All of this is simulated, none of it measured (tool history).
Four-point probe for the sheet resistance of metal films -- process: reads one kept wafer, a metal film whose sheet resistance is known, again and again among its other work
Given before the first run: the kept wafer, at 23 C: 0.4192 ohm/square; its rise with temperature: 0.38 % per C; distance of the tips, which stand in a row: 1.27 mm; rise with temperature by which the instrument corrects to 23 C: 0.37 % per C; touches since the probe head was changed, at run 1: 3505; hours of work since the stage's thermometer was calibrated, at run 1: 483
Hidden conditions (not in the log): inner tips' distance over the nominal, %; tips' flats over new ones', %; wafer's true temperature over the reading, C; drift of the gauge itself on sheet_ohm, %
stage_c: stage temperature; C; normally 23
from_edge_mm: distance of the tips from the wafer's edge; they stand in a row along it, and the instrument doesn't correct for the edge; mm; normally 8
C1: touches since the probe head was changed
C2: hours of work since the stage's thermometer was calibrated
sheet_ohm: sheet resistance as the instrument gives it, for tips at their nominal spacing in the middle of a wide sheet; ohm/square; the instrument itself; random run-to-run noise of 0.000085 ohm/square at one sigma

{"run": 1, "hour": 0.0, "stage_c": 23, "from_edge_mm": 8, "C1": 3505, "C2": 483, "sheet_ohm": 0.424837}
{"run": 2, "hour": 18.7, "stage_c": 23, "from_edge_mm": 8, "C1": 4475, "C2": 496, "sheet_ohm": 0.424778}
{"run": 3, "hour": 57.8, "stage_c": 23, "from_edge_mm": 8, "C1": 6502, "C2": 523, "sheet_ohm": 0.424736}
{"run": 4, "hour": 93.8, "stage_c": 23, "from_edge_mm": 8, "C1": 8367, "C2": 548, "sheet_ohm": 0.42466}
{"run": 5, "hour": 123.5, "stage_c": 29, "from_edge_mm": 8, "C1": 9910, "C2": 568, "sheet_ohm": 0.424683}
{"run": 6, "hour": 148.3, "stage_c": 29, "from_edge_mm": 8, "C1": 11196, "C2": 586, "sheet_ohm": 0.424687}
{"run": 7, "hour": 165.3, "stage_c": 29, "from_edge_mm": 8, "C1": 12075, "C2": 597, "sheet_ohm": 0.424864}
{"run": 8, "hour": 202.5, "stage_c": 25, "from_edge_mm": 8, "C1": 14003, "C2": 623, "sheet_ohm": 0.424487}
{"run": 9, "hour": 224.5, "stage_c": 25, "from_edge_mm": 8, "C1": 15142, "C2": 638, "sheet_ohm": 0.424422}
{"run": 10, "hour": 259.1, "stage_c": 25, "from_edge_mm": 64, "C1": 16940, "C2": 662, "sheet_ohm": 0.418803}
{"run": 11, "hour": 282.5, "stage_c": 25, "from_edge_mm": 3, "C1": 18151, "C2": 678, "sheet_ohm": 0.455323}
{"run": 12, "hour": 303.8, "stage_c": 25, "from_edge_mm": 3, "C1": 19257, "C2": 693, "sheet_ohm": 0.455109}
{"run": 13, "hour": 321.1, "stage_c": 23, "from_edge_mm": 8, "C1": 20155, "C2": 705, "sheet_ohm": 0.424113}
{"run": 14, "hour": 341.1, "stage_c": 23, "from_edge_mm": 8, "C1": 21188, "C2": 719, "sheet_ohm": 0.424179}
{"run": 15, "hour": 379.9, "stage_c": 23, "from_edge_mm": 51, "C1": 23200, "C2": 745, "sheet_ohm": 0.418505}
{"run": 16, "hour": 409.2, "stage_c": 23, "from_edge_mm": 51, "C1": 24721, "C2": 766, "sheet_ohm": 0.418518}
{"run": 17, "hour": 434.0, "stage_c": 23, "from_edge_mm": 51, "C1": 26009, "C2": 783, "sheet_ohm": 0.418311}
{"run": 18, "hour": 470.9, "stage_c": 28, "from_edge_mm": 8, "C1": 27918, "C2": 808, "sheet_ohm": 0.424172}
{"run": 19, "hour": 490.7, "stage_c": 23, "from_edge_mm": 23, "C1": 28945, "C2": 822, "sheet_ohm": 0.41877}
{"hour": 493.9, "done": "stage's thermometer calibrated"}
{"run": 20, "hour": 507.9, "stage_c": 23, "from_edge_mm": 23, "C1": 29814, "C2": 10, "sheet_ohm": 0.418787}
{"run": 21, "hour": 533.8, "stage_c": 23, "from_edge_mm": 8, "C1": 31155, "C2": 28, "sheet_ohm": 0.423447}
{"run": 22, "hour": 562.2, "stage_c": 23, "from_edge_mm": 4, "C1": 32630, "C2": 47, "sheet_ohm": 0.439343}
{"run": 23, "hour": 578.3, "stage_c": 23, "from_edge_mm": 5, "C1": 33460, "C2": 58, "sheet_ohm": 0.431762}
{"hour": 593.0, "done": "stage's thermometer calibrated, once more"}
{"run": 24, "hour": 606.4, "stage_c": 26, "from_edge_mm": 46, "C1": 34895, "C2": 9, "sheet_ohm": 0.418537}

Run 25 comes next. What will it give?
{"run": 25, "hour": 641.2, "stage_c": 26, "from_edge_mm": 46, "C1": 36696, "C2": 33, "sheet_ohm": "?"}

sheet_ohm: 0.418277 ohm/square
The same run, on a tool lacking any hidden state, would have yielded sheet_ohm 0.419394 ohm/square.
